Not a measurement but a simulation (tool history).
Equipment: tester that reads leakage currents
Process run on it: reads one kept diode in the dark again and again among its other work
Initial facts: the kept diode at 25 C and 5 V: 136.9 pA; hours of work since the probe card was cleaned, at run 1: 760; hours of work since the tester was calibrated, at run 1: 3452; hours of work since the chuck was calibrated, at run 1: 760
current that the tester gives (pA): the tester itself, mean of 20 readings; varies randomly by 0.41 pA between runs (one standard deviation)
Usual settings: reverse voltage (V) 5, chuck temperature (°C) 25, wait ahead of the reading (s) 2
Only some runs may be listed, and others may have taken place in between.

run	hour	reverse voltage (V)	chuck temperature (°C)	wait ahead of the reading (s)	hours of work since the probe card was cleaned	hours of work since the tester was calibrated	hours of work since the chuck was calibrated	current that the tester gives (pA)
1	0.0	5	25	2	760	3452	760	152.07
2	161.4	5	25	2	850	3542	850	153.61
3	265.1	5	25	2	908	3600	908	155.54
4	362.8	5	25	2	963	3654	963	156.84
5	464.3	5	43	2	1019	3711	1019	522.28
6	632.9	5	25	2	1113	3805	1113	160.48
7	781.9	5	25	2	1196	3888	1196	161.52
8	886.4	5	25	2	1255	3946	1255	163.19
9	984.2	5	25	2	1309	4001	1309	164.97
10	1129.2	5	25	2	1390	4082	1390	165.53

Run 11 comes next. What will it give?
11	1320.0	5	25	2	1496	4188	1496	?

Run 11 gave current that the tester gives (pA) 169.04.
Without the tool's hidden state the same run would have given current that the tester gives (pA) 137.96.
